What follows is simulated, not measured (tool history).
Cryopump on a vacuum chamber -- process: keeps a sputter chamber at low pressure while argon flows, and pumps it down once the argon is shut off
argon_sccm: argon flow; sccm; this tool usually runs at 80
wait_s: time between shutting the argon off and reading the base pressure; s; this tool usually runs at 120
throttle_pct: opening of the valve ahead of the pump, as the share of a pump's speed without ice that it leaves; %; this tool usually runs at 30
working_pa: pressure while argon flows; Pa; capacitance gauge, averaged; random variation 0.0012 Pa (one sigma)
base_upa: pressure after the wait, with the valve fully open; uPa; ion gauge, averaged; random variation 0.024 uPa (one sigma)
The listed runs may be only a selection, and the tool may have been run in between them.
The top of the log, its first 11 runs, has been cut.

run	hour	argon_sccm	wait_s	throttle_pct	hours of work since the pump was warmed up and emptied	hours of work since the cold head was overhauled	hours of work since the chamber's fittings were tightened	working_pa	base_upa
12	130.3	80	120	35	217	217	566	0.2357	0.96
13	141.8	80	120	30	221	221	570	0.2716	1
14	153.1	80	120	30	226	226	575	0.2747	0.99
15	167.4	80	161	30	232	232	581	0.2696	0.86
16	174.2	80	161	30	235	235	584	0.2716	0.84
17	185.4	80	161	30	240	240	589	0.2717	0.83
18	200.1	80	161	30	246	246	595	0.2707	0.83
19	207.6	60	120	43	249	249	598	0.1447	0.98
20	214.1	60	120	43	252	252	601	0.1445	1.03
21	223.5	46	40	26	256	256	605	0.1807	2.34
22	237.2	46	48	51	262	262	611	0.0957	2.07
23	250.9	80	27	30	268	268	617	0.2736	3.42

Run 24 comes next. What will it give?
24	262.6	80	27	30	273	273	622	?	?

Run 24 gave working_pa 0.2732 Pa, base_upa 3.32 uPa.
Were there no unlogged condition in the tool, this run, its random variation unchanged, would have produced working_pa 0.264 Pa, base_upa 3.18 uPa.
